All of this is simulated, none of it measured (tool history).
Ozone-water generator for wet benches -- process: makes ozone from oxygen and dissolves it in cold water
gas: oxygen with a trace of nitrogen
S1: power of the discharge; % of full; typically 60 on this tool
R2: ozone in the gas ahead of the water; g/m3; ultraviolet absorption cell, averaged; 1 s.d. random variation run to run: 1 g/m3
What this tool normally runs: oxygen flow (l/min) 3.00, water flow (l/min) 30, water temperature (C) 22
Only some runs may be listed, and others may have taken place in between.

Run 1, hour 0.0: usual settings. Result: dissolved ozone (ppm) 8.7, R2 171.7 g/m3.
Run 2, hour 86.3: usual settings. Result: dissolved ozone (ppm) 8.3, R2 170.7 g/m3.
Run 3, hour 214.0: usual settings but water flow (l/min) 42. Result: dissolved ozone (ppm) 5.9, R2 171.7 g/m3.
Run 4, hour 319.7: usual settings but water flow (l/min) 42. Result: dissolved ozone (ppm) 5.9, R2 171.2 g/m3.
Run 5, hour 457.6: usual settings but water flow (l/min) 42, water temperature (C) 21. Result: dissolved ozone (ppm) 5.8, R2 172.2 g/m3.
Run 6, hour 584.9: usual settings but water flow (l/min) 42, water temperature (C) 21. Result: dissolved ozone (ppm) 5.8, R2 172.5 g/m3.
Run 7, hour 694.2: usual settings but S1 43 % of full. Result: dissolved ozone (ppm) 6.0, R2 129.1 g/m3.
Run 8, hour 763.0: usual settings but S1 43 % of full. Result: dissolved ozone (ppm) 6.2, R2 128.5 g/m3.
Run 9, hour 855.8: usual settings but S1 43 % of full. Result: dissolved ozone (ppm) 6.3, R2 129.0 g/m3.
Run 10, hour 912.8: usual settings but S1 43 % of full. Result: dissolved ozone (ppm) 6.1, R2 127.9 g/m3.
Run 11, hour 1038.4: usual settings but S1 43 % of full. Result: dissolved ozone (ppm) 6.2, R2 127.0 g/m3.
Run 12, hour 1132.1: usual settings but S1 43 % of full. Result: dissolved ozone (ppm) 6.1, R2 127.3 g/m3.
Run 13, hour 1213.9: usual settings but S1 43 % of full. Result: dissolved ozone (ppm) 6.3, R2 128.9 g/m3.
Run 14, hour 1289.6: usual settings but S1 43 % of full. Result: dissolved ozone (ppm) 6.1, R2 127.5 g/m3.
At hour 1344.4: contactor cleaned.
Run 15, hour 1376.4: usual settings but S1 43 % of full. Result: dissolved ozone (ppm) 6.0, R2 128.0 g/m3.
Run 16, hour 1460.3: usual settings but water temperature (C) 19. Result: dissolved ozone (ppm) 8.5, R2 171.8 g/m3.
Run 17, hour 1555.8: usual settings but water temperature (C) 19. Result: dissolved ozone (ppm) 8.5, R2 171.3 g/m3.
Run 18, hour 1693.6: usual settings but water flow (l/min) 42. Result: dissolved ozone (ppm) 5.8, R2 171.8 g/m3.
Run 19, hour 1788.7: usual settings but oxygen flow (l/min) 5.27. Result: dissolved ozone (ppm) 8.7, R2 125.5 g/m3.
Run 20, hour 1910.2: usual settings but oxygen flow (l/min) 5.27. Result: dissolved ozone (ppm) 8.9, R2 126.7 g/m3.

Run 21 has not been measured yet. What should we expect?
Run 21, hour 2035.5: usual settings but oxygen flow (l/min) 2.03, water flow (l/min) 19. Result: dissolved ozone (ppm) ?, R2 ?.

dissolved ozone (ppm): 12.4
R2: 211.3 g/m3
With the hidden condition absent and the run-to-run variation left alone, this run would have shown dissolved ozone (ppm) 12.4, R2 211.9 g/m3.
